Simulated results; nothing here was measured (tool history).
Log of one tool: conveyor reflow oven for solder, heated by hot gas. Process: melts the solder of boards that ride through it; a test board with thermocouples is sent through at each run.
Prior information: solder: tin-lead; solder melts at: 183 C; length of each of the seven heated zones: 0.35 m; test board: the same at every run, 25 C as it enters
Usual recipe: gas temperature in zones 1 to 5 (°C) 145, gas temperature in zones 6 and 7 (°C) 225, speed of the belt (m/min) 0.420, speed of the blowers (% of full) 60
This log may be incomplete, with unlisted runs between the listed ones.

| run | hour | gas temperature in zones 1 to 5 (°C) | gas temperature in zones 6 and 7 (°C) | speed of the belt (m/min) | speed of the blowers (% of full) | highest temperature of the board (°C) | time above the solder's melting point (s) |
|---|---|---|---|---|---|---|---|
| 1 | 0.0 | 145 | 225 | 0.420 | 60 | 209.2 | 68.6 |
| 2 | 22.3 | 145 | 225 | 0.420 | 60 | 208.7 | 68.2 |
| 3 | 38.7 | 145 | 225 | 0.420 | 60 | 208.8 | 68.6 |
| 4 | 57.0 | 145 | 225 | 0.420 | 60 | 208.2 | 68.8 |
| 5 | 82.5 | 145 | 225 | 0.420 | 60 | 208.8 | 68.4 |
| 6 | 93.4 | 145 | 225 | 0.420 | 60 | 208.5 | 68.3 |
|  | 100.4 | flux residue cleaned out of gas plates and filters |
| 7 | 111.1 | 139 | 225 | 0.420 | 72 | 209.9 | 68.3 |
| 8 | 127.0 | 139 | 225 | 0.420 | 72 | 209.6 | 67.9 |
| 9 | 145.1 | 139 | 235 | 0.444 | 69 | 215.6 | 69.5 |
|  | 156.7 | flux residue cleaned out of gas plates and filters, once more |
| 10 | 166.1 | 141 | 225 | 0.497 | 71 | 205.1 | 51.1 |
| 11 | 188.9 | 141 | 231 | 0.497 | 73 | 210.5 | 57.7 |
| 12 | 205.6 | 145 | 225 | 0.402 | 60 | 210.4 | 74.5 |

Predict each of these 3 candidate next runs independently; none follows another, all start after run 12:
| A | 230.0 | 145 | 225 | 0.412 | 53 | ? | ? |
| B | 230.0 | 145 | 225 | 0.348 | 60 | ? | ? |
| C | 230.0 | 145 | 225 | 0.407 | 60 | ? | ? |

| run | highest temperature of the board (°C) | time above the solder's melting point (s) |
|---|---|---|
| A | 207.6 | 68.0 |
| B | 213.8 | 92.8 |
| C | 210.0 | 72.3 |
Take away the tool's hidden state, keep each run's random variation, and the runs would have read:
| run | highest temperature of the board (°C) | time above the solder's melting point (s) |
|---|---|---|
| A | 207.2 | 66.3 |
| B | 213.3 | 90.9 |
| C | 209.5 | 70.6 |
